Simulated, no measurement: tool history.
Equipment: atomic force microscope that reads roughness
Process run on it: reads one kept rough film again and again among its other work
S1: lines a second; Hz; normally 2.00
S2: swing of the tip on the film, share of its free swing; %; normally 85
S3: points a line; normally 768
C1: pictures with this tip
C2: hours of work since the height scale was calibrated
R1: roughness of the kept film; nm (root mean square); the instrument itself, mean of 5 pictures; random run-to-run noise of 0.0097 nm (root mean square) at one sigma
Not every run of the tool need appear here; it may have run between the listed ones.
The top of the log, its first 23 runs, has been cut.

run,day,S1,S2,S3,C1,C2,R1
24,8.675,1.25,76,527,111,13,2.374
25,8.908,0.78,73,527,116,16,2.475
26,9.317,1.99,66,527,126,22,2.395
27,9.788,1.68,60,721,137,29,2.461
# day 9.988: height scale calibrated on a step standard, once more
28,10.233,1.68,60,721,146,4,2.463
29,10.479,1.68,60,721,152,7,2.424
30,10.921,0.67,62,721,162,13,2.489
31,11.367,2.36,85,275,172,20,1.975
32,11.775,0.87,82,768,182,26,2.318

What if the next run were any one of these 5? Each begins from the tool's condition after run 32:
A,12.088,2.00,59,768,189,30,?
B,12.088,0.58,87,768,189,30,?
C,12.088,2.00,88,768,189,30,?
D,12.088,2.00,57,439,189,30,?
E,12.088,1.60,77,279,189,30,?

run,R1
A,2.373
B,2.347
C,2.002
D,2.387
E,2.232
What these runs would have given with no unlogged condition in the tool:
run,R1
A,2.564
B,2.535
C,2.162
D,2.579
E,2.411
